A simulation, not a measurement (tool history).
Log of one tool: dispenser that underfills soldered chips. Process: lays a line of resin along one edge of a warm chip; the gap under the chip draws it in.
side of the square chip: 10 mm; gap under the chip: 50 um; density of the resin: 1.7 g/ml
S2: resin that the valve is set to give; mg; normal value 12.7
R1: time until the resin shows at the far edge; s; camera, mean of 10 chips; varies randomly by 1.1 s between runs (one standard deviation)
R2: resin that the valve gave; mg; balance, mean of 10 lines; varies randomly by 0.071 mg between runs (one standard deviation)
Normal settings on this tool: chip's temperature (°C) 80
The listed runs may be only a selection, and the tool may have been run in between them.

{"run": 1, "hour": 0.0, "chip's temperature (°C)": 80, "S2": 12.7, "R1": 179.8, "R2": 11.64}
{"hour": 2.1, "done": "new syringe of resin"}
{"run": 2, "hour": 4.7, "chip's temperature (°C)": 80, "S2": 12.7, "R1": 124.2, "R2": 11.59}
{"run": 3, "hour": 7.4, "chip's temperature (°C)": 80, "S2": 12.7, "R1": 141.7, "R2": 11.58}
{"hour": 9.1, "done": "dispensing valve cleaned and set on the balance"}
{"run": 4, "hour": 13.6, "chip's temperature (°C)": 85, "S2": 12.7, "R1": 158.5, "R2": 12.72}
{"hour": 14.7, "done": "new syringe of resin"}
{"run": 5, "hour": 16.7, "chip's temperature (°C)": 85, "S2": 12.7, "R1": 97.6, "R2": 12.78}
{"run": 6, "hour": 23.2, "chip's temperature (°C)": 85, "S2": 12.7, "R1": 139.2, "R2": 12.67}
{"hour": 26.2, "done": "new syringe of resin"}
{"run": 7, "hour": 26.5, "chip's temperature (°C)": 80, "S2": 12.8, "R1": 103.8, "R2": 12.68}
{"run": 8, "hour": 31.6, "chip's temperature (°C)": 80, "S2": 12.8, "R1": 139.3, "R2": 12.77}
{"run": 9, "hour": 36.4, "chip's temperature (°C)": 72, "S2": 13.2, "R1": 243.8, "R2": 13.02}
{"hour": 37.7, "done": "new syringe of resin"}
{"run": 10, "hour": 40.7, "chip's temperature (°C)": 65, "S2": 16.3, "R1": 208.8, "R2": 16.14}
{"run": 11, "hour": 43.7, "chip's temperature (°C)": 76, "S2": 12.7, "R1": 165.4, "R2": 12.48}
{"run": 12, "hour": 47.4, "chip's temperature (°C)": 80, "S2": 13.9, "R1": 179.8, "R2": 13.73}
{"hour": 49.2, "done": "new syringe of resin"}
{"run": 13, "hour": 50.3, "chip's temperature (°C)": 86, "S2": 15.2, "R1": 88.2, "R2": 15.1}
{"run": 14, "hour": 53.9, "chip's temperature (°C)": 82, "S2": 16.3, "R1": 123.6, "R2": 16.08}
{"run": 15, "hour": 57.2, "chip's temperature (°C)": 83, "S2": 14.3, "R1": 141.8, "R2": 14.04}
{"hour": 60.6, "done": "new syringe of resin"}
{"run": 16, "hour": 63.5, "chip's temperature (°C)": 71, "S2": 12.7, "R1": 171.1, "R2": 12.42}

Consider 5 possible next runs. They are alternatives, not a sequence: every one starts from the tool as it was left by run 16. What does each give?
{"run": "A", "hour": 66.5, "chip's temperature (°C)": 71, "S2": 11.6, "R1": "?", "R2": "?"}
{"run": "B", "hour": 66.5, "chip's temperature (°C)": 88, "S2": 12.3, "R1": "?", "R2": "?"}
{"run": "C", "hour": 66.5, "chip's temperature (°C)": 78, "S2": 11.7, "R1": "?", "R2": "?"}
{"run": "D", "hour": 66.5, "chip's temperature (°C)": 91, "S2": 12.7, "R1": "?", "R2": "?"}
{"run": "E", "hour": 66.5, "chip's temperature (°C)": 82, "S2": 12.7, "R1": "?", "R2": "?"}

run=A R1=206.7 R2=11.34
run=B R1=108.9 R2=12.08
run=C R1=159.7 R2=11.51
run=D R1=100.2 R2=12.52
run=E R1=137 R2=12.33
Take away the tool's hidden state, keep each run's random variation, and the runs would have read:
run=A R1=151.8 R2=11.58
run=B R1=79.9 R2=12.34
run=C R1=117.2 R2=11.76
run=D R1=73.5 R2=12.79
run=E R1=100.6 R2=12.6
